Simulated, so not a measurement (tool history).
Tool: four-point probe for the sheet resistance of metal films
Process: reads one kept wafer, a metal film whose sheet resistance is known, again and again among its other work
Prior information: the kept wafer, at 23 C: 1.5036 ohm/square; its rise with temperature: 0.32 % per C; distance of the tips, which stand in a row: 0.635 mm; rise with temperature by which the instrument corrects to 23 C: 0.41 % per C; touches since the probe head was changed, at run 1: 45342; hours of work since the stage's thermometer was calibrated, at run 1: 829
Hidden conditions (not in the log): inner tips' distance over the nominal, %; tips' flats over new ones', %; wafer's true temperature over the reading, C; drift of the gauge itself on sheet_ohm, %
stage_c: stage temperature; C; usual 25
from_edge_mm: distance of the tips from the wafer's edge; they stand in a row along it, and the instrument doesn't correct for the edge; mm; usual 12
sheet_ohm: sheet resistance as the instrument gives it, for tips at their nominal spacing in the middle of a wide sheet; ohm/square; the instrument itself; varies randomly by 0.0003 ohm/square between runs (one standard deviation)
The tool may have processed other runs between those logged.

| run | hour | stage_c | from_edge_mm | touches since the probe head was changed | hours of work since the stage's thermometer was calibrated | sheet_ohm |
|---|---|---|---|---|---|---|
| 1 | 0.0 | 25 | 12 | 45342 | 829 | 1.489078 |
| 2 | 79.5 | 25 | 12 | 48561 | 879 | 1.488224 |
| 3 | 142.4 | 25 | 12 | 51106 | 918 | 1.487435 |
| 4 | 195.3 | 25 | 12 | 53249 | 951 | 1.486374 |
| 5 | 252.9 | 25 | 12 | 55581 | 987 | 1.486340 |
| 6 | 313.8 | 25 | 12 | 58046 | 1025 | 1.485486 |
| 7 | 372.2 | 25 | 5 | 60414 | 1061 | 1.495881 |
| 8 | 491.7 | 25 | 5 | 65250 | 1136 | 1.493737 |
| 9 | 597.9 | 25 | 65 | 69552 | 1202 | 1.479878 |
| 10 | 659.2 | 18 | 73 | 72033 | 1240 | 1.488943 |
|  | 730.7 | new probe head fitted |
| 11 | 772.6 | 22 | 12 | 1699 | 1311 | 1.509042 |
| 12 | 829.4 | 28 | 17 | 3996 | 1346 | 1.499652 |
| 13 | 885.7 | 21 | 20 | 6277 | 1381 | 1.507652 |
| 14 | 953.4 | 24 | 14 | 9017 | 1423 | 1.503778 |
| 15 | 1079.8 | 24 | 14 | 14135 | 1502 | 1.502397 |
| 16 | 1134.9 | 22 | 16 | 16366 | 1536 | 1.503962 |
| 17 | 1210.5 | 22 | 16 | 19429 | 1584 | 1.502906 |

For some of the steps in sheet_ohm from one run to the next: how much would appear even if the tool had no hidden state, given the settings, what came in and random variation, and how much remains for the hidden state plus any gauge scatter that the measured result and the result without hidden state don't share?
Run 10 -> 11: stage_c 18 -> 22, from_edge_mm 73 -> 12, new probe head fitted. sheet_ohm +0.020099 ohm/square: hidden state +0.023618, all else -0.003519.
